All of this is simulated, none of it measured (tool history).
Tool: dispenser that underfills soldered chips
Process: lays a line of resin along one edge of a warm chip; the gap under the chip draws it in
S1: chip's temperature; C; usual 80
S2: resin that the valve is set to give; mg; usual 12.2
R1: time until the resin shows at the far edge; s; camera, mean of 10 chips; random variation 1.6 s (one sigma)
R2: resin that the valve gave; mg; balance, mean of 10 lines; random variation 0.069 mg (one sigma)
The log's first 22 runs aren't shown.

Run 23, hour 97.4: usual settings but S1 81 C, S2 11.3 mg. Result: R1 244.8 s, R2 10.41 mg.
Run 24, hour 101.7: usual settings but S2 14.7 mg. Result: R1 295.4 s, R2 13.5 mg.
At hour 104.5: dispensing valve cleaned and set on the balance.
At hour 105.3: new syringe of resin.
Run 25, hour 105.6: usual settings but S2 14.6 mg. Result: R1 153.3 s, R2 14.67 mg.
Run 26, hour 110.1: usual settings but S1 76 C. Result: R1 237 s, R2 12.1 mg.
Run 27, hour 115.3: usual settings but S1 74 C, S2 10.7 mg. Result: R1 336.7 s, R2 10.69 mg.
Run 28, hour 117.8: usual settings but S1 92 C, S2 14.7 mg. Result: R1 154.7 s, R2 14.67 mg.
Run 29, hour 121.5: usual settings but S1 92 C, S2 14.7 mg. Result: R1 182.3 s, R2 14.66 mg.
At hour 122.2: new syringe of resin.
Run 30, hour 126.2: usual settings but S1 86 C, S2 11.4 mg. Result: R1 145.1 s, R2 11.23 mg.
Run 31, hour 130.1: usual settings but S1 86 C, S2 11.4 mg. Result: R1 174.5 s, R2 11.26 mg.
Run 32, hour 134.8: usual settings but S1 86 C, S2 11.4 mg. Result: R1 212.1 s, R2 11.25 mg.
Run 33, hour 137.6: usual settings but S1 82 C, S2 15.4 mg. Result: R1 284.1 s, R2 15.04 mg.
At hour 139.1: new syringe of resin.
Run 34, hour 143.3: usual settings but S1 82 C, S2 12.3 mg. Result: R1 177.5 s, R2 12.08 mg.
Run 35, hour 146.8: usual settings but S1 94 C, S2 15.4 mg. Result: R1 111.5 s, R2 15.01 mg.
Run 36, hour 150.3: usual settings but S1 94 C, S2 15.4 mg. Result: R1 135.1 s, R2 15.03 mg.
Run 37, hour 153.3: usual settings but S1 94 C, S2 15.4 mg. Result: R1 153.3 s, R2 15.03 mg.

3 ways to go on from here, each from the tool as it stands after run 37. What would each give?
At hour 155.9: new syringe of resin.
Run A, hour 157.4: usual settings but S2 13 mg. Result: R1 ?, R2 ?.
At hour 155.9: new syringe of resin.
Run B, hour 157.4: usual settings but S1 67 C, S2 10.6 mg. Result: R1 ?, R2 ?.
At hour 155.9: new syringe of resin.
Run C, hour 157.4: usual settings but S2 12.9 mg. Result: R1 ?, R2 ?.

run     R1     R2
  A  167.2  12.58
  B  337.3  10.25
  C  163.9  12.66
Without the tool's hidden state the same runs would have given:
run     R1     R2
  A  152.4  12.93
  B  304.8  10.54
  C  149.4  13.01

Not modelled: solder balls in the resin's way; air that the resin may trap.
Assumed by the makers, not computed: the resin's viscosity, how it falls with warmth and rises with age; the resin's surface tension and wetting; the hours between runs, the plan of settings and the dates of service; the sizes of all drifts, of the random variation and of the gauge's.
